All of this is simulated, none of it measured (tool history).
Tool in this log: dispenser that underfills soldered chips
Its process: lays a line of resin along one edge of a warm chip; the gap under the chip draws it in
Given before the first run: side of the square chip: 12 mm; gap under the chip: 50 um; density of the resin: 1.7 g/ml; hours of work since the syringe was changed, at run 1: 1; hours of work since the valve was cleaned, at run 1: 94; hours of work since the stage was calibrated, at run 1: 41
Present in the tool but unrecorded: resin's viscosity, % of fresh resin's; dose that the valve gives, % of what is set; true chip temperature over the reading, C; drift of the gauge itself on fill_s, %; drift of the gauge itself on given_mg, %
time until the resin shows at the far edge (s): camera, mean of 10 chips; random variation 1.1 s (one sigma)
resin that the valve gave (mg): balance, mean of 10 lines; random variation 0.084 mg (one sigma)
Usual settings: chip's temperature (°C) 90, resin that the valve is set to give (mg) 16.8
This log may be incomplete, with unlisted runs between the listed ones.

run	hour	chip's temperature (°C)	resin that the valve is set to give (mg)	hours of work since the syringe was changed	hours of work since the valve was cleaned	hours of work since the stage was calibrated	time until the resin shows at the far edge (s)	resin that the valve gave (mg)
1	0.0	90	16.8	1	94	41	114.7	15.54
2	4.8	90	16.8	4	97	44	141.7	15.44
3	8.7	100	16.8	7	100	47	115.9	15.59
# hour 12.6: dispensing valve cleaned and set on the balance
# hour 14.8: new syringe of resin
4	16.1	90	16.8	1	2	51	113.3	16.68
5	22.3	90	16.8	5	6	55	144.0	16.84
6	26.1	90	15.9	8	9	57	174.6	15.75
# hour 29.6: new syringe of resin
7	30.6	90	16.8	1	12	60	108.1	16.70
8	35.0	90	16.8	4	14	63	132.2	16.88
9	42.3	90	16.8	8	19	68	176.0	16.53
# hour 44.4: new syringe of resin
10	49.6	90	16.8	3	24	72	128.3	16.58
11	56.5	90	14.8	8	29	77	179.8	14.46
# hour 59.4: new syringe of resin
12	61.7	90	14.8	2	32	80	120.1	14.55
13	64.9	90	14.8	4	34	82	136.5	14.28
14	70.9	90	14.8	8	38	86	179.4	14.45
# hour 74.7: new syringe of resin
15	75.7	90	14.8	1	41	89	113.3	14.38
16	80.3	90	20.1	4	44	92	127.7	19.34
17	86.0	90	20.1	8	48	96	162.3	19.47
# hour 89.7: new syringe of resin
18	92.7	90	20.1	2	52	100	117.1	19.39
19	99.5	81	16.8	7	56	105	224.7	16.10
# hour 104.9: new syringe of resin
20	106.7	81	16.8	1	61	109	155.0	16.02

Predict the results of run 21:
21	113.2	80	16.8	6	65	114	?	?

Run 21 produced time until the resin shows at the far edge (s) 212.2, resin that the valve gave (mg) 15.95.
Had the tool carried no hidden state, the very same run would have given time until the resin shows at the far edge (s) 151.6, resin that the valve gave (mg) 16.74.
